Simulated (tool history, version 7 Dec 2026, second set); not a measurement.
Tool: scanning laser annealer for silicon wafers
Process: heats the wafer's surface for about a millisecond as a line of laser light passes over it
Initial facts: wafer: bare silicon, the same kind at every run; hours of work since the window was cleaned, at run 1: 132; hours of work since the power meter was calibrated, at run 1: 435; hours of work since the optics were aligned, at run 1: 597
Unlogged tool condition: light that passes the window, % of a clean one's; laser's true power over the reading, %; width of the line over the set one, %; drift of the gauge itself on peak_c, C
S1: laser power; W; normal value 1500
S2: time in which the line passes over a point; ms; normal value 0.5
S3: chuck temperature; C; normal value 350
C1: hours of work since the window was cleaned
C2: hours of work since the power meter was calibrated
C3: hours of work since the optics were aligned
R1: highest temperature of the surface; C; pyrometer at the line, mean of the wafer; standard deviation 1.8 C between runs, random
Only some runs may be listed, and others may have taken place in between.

run	hour	S1	S2	S3	C1	C2	C3	R1
1	0	1500	0.5	350	132	435	597	1075
2	19.3	1500	0.5	350	146	448	610	1071
3	34.7	1500	0.5	350	156	459	621	1072
4	54.3	1500	0.546	350	170	472	634	1106
5	65	1500	0.546	350	177	480	642	1107
6	85.2	1500	0.546	350	191	494	656	1108
7	108.1	1500	0.5	389	207	510	672	1107
8	122.5	1500	0.5	350	217	520	682	1068
9	137.6	1500	0.5	350	228	530	692	1070
10	155.9	1500	0.399	350	240	543	705	982
11	168.7	1500	0.399	350	249	552	714	981
12	179	1500	0.399	350	256	559	721	983
13	197.9	1500	0.399	350	270	572	734	979
14	219.2	1500	0.5	350	284	587	749	1065
15	241.6	1500	0.5	350	300	602	764	1066
16	256.5	1500	0.5	347	310	613	775	1062
17	269.3	1500	0.5	380	319	622	783	1093
18	280	1500	0.5	380	327	629	791	1095
19	291.8	1500	0.5	380	335	637	799	1092
20	309.4	1500	0.5	380	347	649	811	1093
21	322.5	1500	0.5	380	356	659	820	1092
22	338.2	1500	0.433	322	367	669	831	980
23	354.7	1500	0.5	343	378	681	843	1055
24	367.2	1500	0.5	343	387	689	851	1054
25	381.7	1500	0.5	343	397	700	861	1055
26	397.3	1500	0.547	350	408	710	872	1099
27	420.4	1500	0.453	351	424	726	888	1019
28	432.3	1500	0.453	351	432	735	896	1022
29	444.8	1308	0.488	373	441	743	905	966
30	466.3	1279	0.5	350	456	758	920	934
31	480	1279	0.5	350	465	768	930	935
# hour 487.5: window over the wafer cleaned
32	496.6	1381	0.5	315	6	778	940	971
33	507.1	1500	0.356	380	14	785	947	978
34	531.4	1333	0.5	350	30	802	964	978
35	548.4	1333	0.5	350	42	814	976	979
36	560.5	1396	0.386	347	51	822	984	919
37	583.3	1358	0.386	375	66	838	1000	927
38	593.9	1500	0.487	350	74	845	1007	1061
39	613.3	1500	0.523	386	87	859	1021	1129
40	631.1	1411	0.464	313	100	871	1033	956
41	652.4	1500	0.426	345	114	886	1048	1002

3 options for the next run, each taken on its own from the tool as it stands now. Forecast them:
A	666	1500	0.603	374	124	895	1057	?
B	666	1457	0.353	350	124	895	1057	?
C	666	1500	0.583	345	124	895	1057	?

run	R1
A	1179
B	923
C	1126
Had the tool no hidden state, the same runs would have come out as:
run	R1
A	1187
B	929
C	1134
